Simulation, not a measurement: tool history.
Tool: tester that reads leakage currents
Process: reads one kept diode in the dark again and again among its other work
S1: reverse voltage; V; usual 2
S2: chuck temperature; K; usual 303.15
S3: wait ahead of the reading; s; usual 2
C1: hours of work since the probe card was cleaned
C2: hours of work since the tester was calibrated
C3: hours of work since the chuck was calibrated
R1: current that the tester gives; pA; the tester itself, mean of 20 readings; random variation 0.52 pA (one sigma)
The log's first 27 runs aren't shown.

run,hour,S1,S2,S3,C1,C2,C3,R1
28,2197.6,4.91,294.15,6.33,801,371,47,121.18
29,2305.5,4.91,294.15,6.33,865,434,111,121.19
30,2385.4,10.44,319.15,5.3,912,481,158,1471.03
31,2447.7,10.44,319.15,1.46,948,518,195,1476.24
32,2522.4,10.44,319.15,1.46,992,562,239,1473.38
33,2606.8,2,299.15,2,1042,612,288,126.36
34,2676.1,2,330.15,0.75,1083,653,329,1547.9
35,2755,2.63,298.15,1.25,1130,699,376,132.39
36,2844.4,2.63,302.15,1.25,1182,752,429,189.65
37,2935.7,7.88,323.15,2.89,1236,806,482,1787.12
38,3021.4,7.88,323.15,2.89,1287,856,533,1796.93
39,3084,2,303.15,2.23,1324,893,570,183.02
40,3143.4,2,303.15,2.23,1359,928,605,182.77

Forecast each of these 3 alternatives for the next run:
A,3223.7,10.22,303.15,1.07,1406,976,652,?
B,3223.7,1.35,296.15,1.53,1406,976,652,?
C,3223.7,2.49,303.15,0.76,1406,976,652,?

run,R1
A,410.87
B,82.14
C,204.92
Without the tool's hidden state the same runs would have given:
run,R1
A,378.24
B,75.71
C,189.94
